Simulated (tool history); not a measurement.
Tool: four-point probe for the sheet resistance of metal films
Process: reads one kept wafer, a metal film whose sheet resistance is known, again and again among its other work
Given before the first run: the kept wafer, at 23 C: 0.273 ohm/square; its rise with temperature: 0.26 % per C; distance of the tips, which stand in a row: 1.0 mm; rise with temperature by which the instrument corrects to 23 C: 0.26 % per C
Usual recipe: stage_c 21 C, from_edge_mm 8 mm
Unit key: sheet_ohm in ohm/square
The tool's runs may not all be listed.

run	hour	stage_c	from_edge_mm	sheet_ohm
1	0	21	8	0.275307
2	63.3	21	7	0.275933
3	154.8	21	7	0.275954
# hour 191.4: stage's thermometer calibrated
4	262.8	21	7	0.275986
5	312.5	21	19	0.273383
6	382.8	21	19	0.273355
7	496.9	30	19	0.273409
8	601.7	30	19	0.273516
9	717.7	30	19	0.273376
10	834.4	30	19	0.273402
11	934.9	30	19	0.27339
12	1040.1	30	19	0.27342
13	1106.1	21	8	0.275184
14	1225.4	21	8	0.275233
15	1279.8	21	8	0.275316
16	1371.9	34	51	0.273276
17	1448.4	24	4	0.281725
18	1526.8	27	6	0.277044
19	1631.2	26	5	0.278804
20	1683.4	26	5	0.278878
21	1763.1	26	5	0.27877
22	1827.3	26	5	0.278793
23	1895.7	26	3	0.288283
24	1975.1	31	16	0.273662
25	2062.3	29	11	0.274173
26	2153.9	18	11	0.274196
# hour 2213.9: stage's thermometer calibrated
27	2269.6	27	71	0.273093
28	2361.6	27	71	0.272927
29	2411.2	27	52	0.273111
30	2470.9	28	52	0.273075

What if the next run were any one of these 5? Each begins from the tool's condition after run 30:
A	2535	20	5	?
B	2535	25	10	?
C	2535	31	21	?
D	2535	25	6	?
E	2535	33	10	?

run	sheet_ohm
A	0.278709
B	0.274397
C	0.273415
D	0.277092
E	0.274514
The same runs, with their run-to-run variation unchanged, on a tool lacking any hidden condition would have given:
run	sheet_ohm
A	0.278728
B	0.274416
C	0.273434
D	0.277111
E	0.274533

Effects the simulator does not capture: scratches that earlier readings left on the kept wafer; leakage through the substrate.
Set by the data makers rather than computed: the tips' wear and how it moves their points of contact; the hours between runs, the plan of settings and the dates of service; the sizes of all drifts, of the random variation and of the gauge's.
